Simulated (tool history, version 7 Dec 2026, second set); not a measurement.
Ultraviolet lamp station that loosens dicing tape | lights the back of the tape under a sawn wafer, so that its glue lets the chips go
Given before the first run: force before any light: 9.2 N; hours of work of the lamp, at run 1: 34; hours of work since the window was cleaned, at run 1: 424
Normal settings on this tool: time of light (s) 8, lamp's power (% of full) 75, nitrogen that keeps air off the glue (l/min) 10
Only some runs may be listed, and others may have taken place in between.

run	hour	time of light (s)	lamp's power (% of full)	nitrogen that keeps air off the glue (l/min)	hours of work of the lamp	hours of work since the window was cleaned	force that peels the tape off (N)	light that reached the tape (J/m2)
1	0.0	8	75	10	34	424	0.239	3840
2	13.1	8	75	10	44	433	0.245	3840
3	27.4	8	87	10	53	443	0.166	4460
4	36.8	8	75	10	60	449	0.252	3770
5	50.3	8	75	10	69	459	0.267	3790
6	58.6	8	75	10	75	464	0.247	3730
7	72.7	8	75	10	85	474	0.253	3810
8	82.7	8	75	10	92	481	0.250	3740
9	92.6	8	98	10	99	488	0.131	4900
10	101.3	5	75	10	105	494	0.907	2350
11	109.8	5	75	10	111	500	0.883	2320
12	118.6	8	75	10	117	506	0.260	3720
13	129.8	4	75	16	125	514	1.000	1820
14	143.3	4	63	16	134	523	1.457	1560
15	152.5	4	63	16	141	530	1.446	1570
16	159.5	15	69	5	145	535	0.141	6360
17	169.9	15	69	5	153	542	0.134	6300
18	181.1	15	69	5	160	550	0.158	6340
19	195.2	8	96	7	170	560	0.209	4710
20	208.0	8	81	10	179	568	0.235	3900
21	215.6	8	81	8	184	574	0.298	3950
22	229.8	8	81	8	194	584	0.298	3880
# hour 239.0: window cleaned of glue's vapour
23	239.3	8	81	8	201	0	0.227	4280
24	249.9	9	78	8	208	8	0.180	4690

3 options for the next run, each taken on its own from the tool as it stands now. Forecast them:
A	262.3	8	91	5	217	16	?	?
B	262.3	10	91	8	217	16	?	?
C	262.3	13	78	8	217	16	?	?

run	force that peels the tape off (N)	light that reached the tape (J/m2)
A	0.284	4770
B	0.101	6050
C	0.083	6650
Stripped of hidden state, with their random variation kept, the same runs would have yielded:
run	force that peels the tape off (N)	light that reached the tape (J/m2)
A	0.245	5030
B	0.093	6380
C	0.079	7000
